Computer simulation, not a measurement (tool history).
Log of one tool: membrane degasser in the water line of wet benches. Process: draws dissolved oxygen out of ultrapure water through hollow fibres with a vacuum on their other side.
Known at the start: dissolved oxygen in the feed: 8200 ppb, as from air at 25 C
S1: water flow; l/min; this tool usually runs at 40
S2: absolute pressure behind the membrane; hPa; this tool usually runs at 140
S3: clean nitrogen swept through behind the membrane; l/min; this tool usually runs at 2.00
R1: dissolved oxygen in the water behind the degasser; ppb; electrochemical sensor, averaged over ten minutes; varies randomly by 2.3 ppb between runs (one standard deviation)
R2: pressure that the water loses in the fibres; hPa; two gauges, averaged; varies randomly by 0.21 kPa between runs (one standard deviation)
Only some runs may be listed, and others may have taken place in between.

run    hour  S1   S2    S3      R1     R2
  1     0.0  40  140  2.00   464.6  508.0
  2   128.9  33  140  2.00   388.4  422.5
  3   234.7  33  140  2.00   395.7  421.6
  4   379.9  40  140  1.24   685.9  512.8
  5   539.2  40  140  1.77   513.4  513.6
  6   660.2  40  140  1.77   517.3  509.9
  7   754.8  41  140  1.77   530.6  525.9
  8   910.1  41  140  1.77   523.6  526.3
  9  1048.4  41  140  1.77   526.6  529.8
 10  1199.9  41  140  1.77   529.4  527.0
 11  1273.5  40  140  2.00   465.2  515.7
 12  1379.9  40  140  2.00   466.2  510.2
 13  1539.1  40  140  0.97   832.4  516.5
 14  1615.7  40  140  0.97   824.4  520.2
 15  1686.8  40  140  0.97   820.7  520.6
 16  1849.0  40  140  0.97   831.5  514.3
 17  1929.4  41  140  1.62   567.4  527.2
 18  2080.2  41  140  1.62   566.9  525.3
 19  2220.6  38  175  1.62   692.8  489.7
 20  2349.3  38  175  1.62   692.7  492.4
     2364.2  -- vacuum gauge calibrated
 21  2489.7  40  213  0.91  1361.7  521.6
 22  2599.2  27  154  1.48   480.5  349.3
 23  2710.7  31  269  0.91  1439.1  401.5
 24  2793.8  57   93  1.23   556.1  739.6
 25  2941.7  40  162  2.14   523.9  521.9
     3053.6  -- vacuum gauge calibrated, once more
 26  3062.3  40  140  2.00   465.8  520.9
 27  3165.9  50  204  2.28   784.0  647.5
 28  3258.1  50  204  2.28   771.0  652.1

Run 29 comes next. What will it give?
 29  3330.4  48  140  4.66   ?   ?

R1: 269.7 ppb
R2: 625.2 hPa
Without the tool's hidden state the same run would have given R1 265.3 ppb, R2 602.2 hPa.
